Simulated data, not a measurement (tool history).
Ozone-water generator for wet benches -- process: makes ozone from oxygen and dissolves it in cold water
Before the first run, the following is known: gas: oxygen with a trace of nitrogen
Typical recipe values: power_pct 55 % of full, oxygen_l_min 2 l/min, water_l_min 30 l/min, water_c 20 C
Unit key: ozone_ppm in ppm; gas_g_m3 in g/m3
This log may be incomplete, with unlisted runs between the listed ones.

run,hour,power_pct,oxygen_l_min,water_l_min,water_c,ozone_ppm,gas_g_m3
1,0,55,2,30,20,6.4,150.2
2,56.4,55,2,30,20,6.8,149.5
3,114.5,55,2,30,20,6.3,149.2
4,167.5,55,2,30,20,6.5,149.1
5,228.7,55,2,30,20,6.5,149.1
6,289.8,87,2,30,20,8.8,201.9

Run 7, settings as shown, results not yet in. Your forecast:
7,351.2,87,2,30,20,?,?

Run 7 gave ozone_ppm 8.5 ppm, gas_g_m3 199.5 g/m3.
Had the tool carried no hidden state, the very same run would have given ozone_ppm 9.4 ppm, gas_g_m3 209.7 g/m3.
